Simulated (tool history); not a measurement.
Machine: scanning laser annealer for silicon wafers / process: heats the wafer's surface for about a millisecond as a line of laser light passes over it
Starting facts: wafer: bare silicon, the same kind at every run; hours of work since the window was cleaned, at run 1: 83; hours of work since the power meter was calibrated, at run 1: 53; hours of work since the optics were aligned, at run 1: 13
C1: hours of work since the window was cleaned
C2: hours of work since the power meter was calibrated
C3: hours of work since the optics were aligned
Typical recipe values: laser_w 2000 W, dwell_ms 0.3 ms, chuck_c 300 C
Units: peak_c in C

{"run": 1, "hour": 0.0, "laser_w": 2000, "dwell_ms": 0.3, "chuck_c": 300, "C1": 83, "C2": 53, "C3": 13, "peak_c": 1025}
{"run": 2, "hour": 9.2, "laser_w": 2000, "dwell_ms": 0.3, "chuck_c": 300, "C1": 87, "C2": 57, "C3": 17, "peak_c": 1026}
{"run": 3, "hour": 19.3, "laser_w": 2000, "dwell_ms": 0.3, "chuck_c": 300, "C1": 91, "C2": 61, "C3": 21, "peak_c": 1026}
{"run": 4, "hour": 26.8, "laser_w": 1886, "dwell_ms": 0.3, "chuck_c": 300, "C1": 94, "C2": 64, "C3": 24, "peak_c": 988}
{"run": 5, "hour": 35.9, "laser_w": 2000, "dwell_ms": 0.3, "chuck_c": 270, "C1": 98, "C2": 68, "C3": 28, "peak_c": 997}
{"run": 6, "hour": 40.3, "laser_w": 2000, "dwell_ms": 0.3, "chuck_c": 300, "C1": 100, "C2": 70, "C3": 30, "peak_c": 1025}
{"run": 7, "hour": 45.9, "laser_w": 2000, "dwell_ms": 0.3, "chuck_c": 300, "C1": 102, "C2": 73, "C3": 32, "peak_c": 1026}
{"run": 8, "hour": 52.1, "laser_w": 2000, "dwell_ms": 0.362, "chuck_c": 300, "C1": 105, "C2": 75, "C3": 35, "peak_c": 1107}
{"run": 9, "hour": 57.9, "laser_w": 2000, "dwell_ms": 0.362, "chuck_c": 300, "C1": 107, "C2": 78, "C3": 37, "peak_c": 1106}
{"run": 10, "hour": 63.2, "laser_w": 2000, "dwell_ms": 0.24, "chuck_c": 300, "C1": 110, "C2": 80, "C3": 40, "peak_c": 938}
{"run": 11, "hour": 70.3, "laser_w": 2000, "dwell_ms": 0.24, "chuck_c": 300, "C1": 113, "C2": 83, "C3": 43, "peak_c": 935}
{"run": 12, "hour": 76.1, "laser_w": 2000, "dwell_ms": 0.24, "chuck_c": 300, "C1": 115, "C2": 86, "C3": 45, "peak_c": 936}
{"run": 13, "hour": 81.8, "laser_w": 2000, "dwell_ms": 0.24, "chuck_c": 300, "C1": 118, "C2": 88, "C3": 48, "peak_c": 937}
{"run": 14, "hour": 89.7, "laser_w": 2114, "dwell_ms": 0.223, "chuck_c": 265, "C1": 121, "C2": 92, "C3": 51, "peak_c": 909}
{"run": 15, "hour": 96.7, "laser_w": 2114, "dwell_ms": 0.223, "chuck_c": 265, "C1": 124, "C2": 95, "C3": 54, "peak_c": 908}
{"run": 16, "hour": 104.8, "laser_w": 2088, "dwell_ms": 0.223, "chuck_c": 265, "C1": 128, "C2": 98, "C3": 58, "peak_c": 900}
{"run": 17, "hour": 113.9, "laser_w": 2000, "dwell_ms": 0.234, "chuck_c": 269, "C1": 132, "C2": 102, "C3": 62, "peak_c": 892}
{"run": 18, "hour": 121.0, "laser_w": 1975, "dwell_ms": 0.296, "chuck_c": 300, "C1": 135, "C2": 105, "C3": 65, "peak_c": 1006}
{"run": 19, "hour": 130.3, "laser_w": 1781, "dwell_ms": 0.277, "chuck_c": 290, "C1": 139, "C2": 109, "C3": 69, "peak_c": 907}
{"run": 20, "hour": 136.1, "laser_w": 1781, "dwell_ms": 0.277, "chuck_c": 290, "C1": 141, "C2": 111, "C3": 71, "peak_c": 911}

3 options for the next run, each taken on its own from the tool as it stands now. Forecast them:
{"run": "A", "hour": 146.6, "laser_w": 1904, "dwell_ms": 0.272, "chuck_c": 290, "C1": 146, "C2": 116, "C3": 76, "peak_c": "?"}
{"run": "B", "hour": 146.6, "laser_w": 2166, "dwell_ms": 0.287, "chuck_c": 281, "C1": 146, "C2": 116, "C3": 76, "peak_c": "?"}
{"run": "C", "hour": 146.6, "laser_w": 1781, "dwell_ms": 0.285, "chuck_c": 290, "C1": 146, "C2": 116, "C3": 76, "peak_c": "?"}

run=A peak_c=942
run=B peak_c=1035
run=C peak_c=920
Had the tool no hidden state, the same runs would have come out as:
run=A peak_c=959
run=B peak_c=1055
run=C peak_c=937

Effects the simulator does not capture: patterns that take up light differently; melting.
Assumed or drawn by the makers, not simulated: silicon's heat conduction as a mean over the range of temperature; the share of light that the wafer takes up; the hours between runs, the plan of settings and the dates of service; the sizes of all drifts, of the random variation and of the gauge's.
